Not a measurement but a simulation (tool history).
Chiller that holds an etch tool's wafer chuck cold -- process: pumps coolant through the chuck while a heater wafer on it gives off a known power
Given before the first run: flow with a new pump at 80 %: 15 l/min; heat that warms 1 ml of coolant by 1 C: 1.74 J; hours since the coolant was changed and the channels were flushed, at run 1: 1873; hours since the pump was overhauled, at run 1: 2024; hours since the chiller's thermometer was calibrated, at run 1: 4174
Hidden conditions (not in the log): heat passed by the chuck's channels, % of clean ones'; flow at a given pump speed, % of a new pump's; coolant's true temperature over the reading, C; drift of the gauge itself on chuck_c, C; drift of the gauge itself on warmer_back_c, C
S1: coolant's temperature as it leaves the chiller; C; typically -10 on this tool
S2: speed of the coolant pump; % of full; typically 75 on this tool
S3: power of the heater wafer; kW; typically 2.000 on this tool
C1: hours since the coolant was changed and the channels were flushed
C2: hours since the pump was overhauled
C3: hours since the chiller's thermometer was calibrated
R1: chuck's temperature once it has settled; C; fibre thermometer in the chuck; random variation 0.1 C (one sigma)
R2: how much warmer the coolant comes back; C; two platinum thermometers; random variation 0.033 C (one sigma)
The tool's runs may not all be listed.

| run | hour | S1 | S2 | S3 | C1 | C2 | C3 | R1 | R2 |
|---|---|---|---|---|---|---|---|---|---|
| 1 | 0.0 | -10 | 75 | 2.000 | 1873 | 2024 | 4174 | 7.9 | 4.93 |
| 2 | 30.2 | -10 | 75 | 2.000 | 1904 | 2054 | 4204 | 7.8 | 4.89 |
| 3 | 67.4 | -10 | 75 | 1.244 | 1941 | 2091 | 4241 | 1.3 | 3.00 |
| 4 | 116.6 | -9 | 75 | 2.000 | 1990 | 2140 | 4290 | 8.9 | 4.89 |
| 5 | 176.3 | -9 | 75 | 2.000 | 2050 | 2200 | 4350 | 9.2 | 4.91 |
| 6 | 222.2 | -12 | 75 | 2.000 | 2096 | 2246 | 4396 | 6.0 | 4.89 |
| 7 | 260.2 | -10 | 75 | 1.979 | 2134 | 2284 | 4434 | 7.8 | 4.85 |
| 8 | 312.6 | -10 | 75 | 2.000 | 2186 | 2336 | 4486 | 8.1 | 4.81 |
| 9 | 352.6 | -3 | 75 | 2.000 | 2226 | 2376 | 4526 | 15.2 | 4.88 |
| 10 | 382.0 | -3 | 75 | 2.000 | 2255 | 2406 | 4556 | 15.0 | 4.84 |
| 11 | 411.1 | -10 | 62 | 2.000 | 2285 | 2435 | 4585 | 11.4 | 5.87 |
| 12 | 453.0 | -10 | 62 | 2.000 | 2326 | 2477 | 4627 | 11.4 | 5.88 |
| 13 | 494.6 | -10 | 62 | 2.000 | 2368 | 2518 | 4669 | 11.5 | 5.89 |
| 14 | 541.7 | -10 | 62 | 2.000 | 2415 | 2565 | 4716 | 11.3 | 5.87 |
| 15 | 572.8 | -10 | 62 | 2.000 | 2446 | 2596 | 4747 | 11.4 | 5.86 |
| 16 | 609.0 | -10 | 63 | 2.000 | 2482 | 2633 | 4783 | 11.3 | 5.85 |
| 17 | 673.4 | -10 | 63 | 2.000 | 2547 | 2697 | 4847 | 11.2 | 5.75 |
| 18 | 717.0 | -17 | 68 | 1.903 | 2590 | 2741 | 4891 | 1.7 | 5.09 |
| 19 | 766.7 | -14 | 83 | 2.548 | 2640 | 2790 | 4941 | 6.9 | 5.53 |
| 20 | 828.8 | -12 | 75 | 1.064 | 2702 | 2852 | 5003 | -2.3 | 2.46 |
| 21 | 879.5 | -14 | 78 | 1.916 | 2753 | 2903 | 5053 | 2.5 | 4.38 |
| 22 | 942.5 | -14 | 78 | 1.923 | 2816 | 2966 | 5116 | 2.8 | 4.45 |
| 23 | 985.9 | -6 | 97 | 1.501 | 2859 | 3010 | 5160 | 4.6 | 2.66 |
|  | 1039.6 | chiller's thermometer calibrated |
| 24 | 1051.5 | -14 | 75 | 2.014 | 2924 | 3074 | 12 | 4.2 | 4.74 |
| 25 | 1103.4 | -10 | 70 | 1.789 | 2976 | 3126 | 64 | 7.1 | 4.50 |
| 26 | 1166.6 | -3 | 75 | 1.346 | 3039 | 3189 | 127 | 9.2 | 3.09 |
| 27 | 1201.2 | -3 | 94 | 1.346 | 3074 | 3224 | 162 | 6.7 | 2.37 |
| 28 | 1251.1 | -14 | 62 | 1.420 | 3124 | 3274 | 212 | 1.2 | 4.07 |
| 29 | 1289.8 | -3 | 83 | 1.223 | 3162 | 3312 | 250 | 7.0 | 2.47 |
| 30 | 1340.9 | -16 | 90 | 1.091 | 3213 | 3364 | 301 | -7.7 | 1.96 |

Subtracting, for every run, the result it would have given without the tool's unlogged condition from the measured result gives the following. The same run-to-run variation enters both numbers; the gauge's scatter may not:
| run | R2 |
|---|---|
| 1 | +0.00 |
| 2 | +0.00 |
| 3 | -0.01 |
| 4 | -0.02 |
| 5 | -0.03 |
| 6 | -0.04 |
| 7 | -0.04 |
| 8 | -0.05 |
| 9 | -0.06 |
| 10 | -0.06 |
| 11 | -0.06 |
| 12 | -0.07 |
| 13 | -0.08 |
| 14 | -0.08 |
| 15 | -0.09 |
| 16 | -0.10 |
| 17 | -0.11 |
| 18 | -0.12 |
| 19 | -0.12 |
| 20 | -0.14 |
| 21 | -0.14 |
| 22 | -0.16 |
| 23 | -0.16 |
| 24 | -0.17 |
| 25 | -0.18 |
| 26 | -0.19 |
| 27 | -0.20 |
| 28 | -0.20 |
| 29 | -0.22 |
| 30 | -0.23 |
For R1, the value without the hidden state is never more than 0.1 C from the measured value.
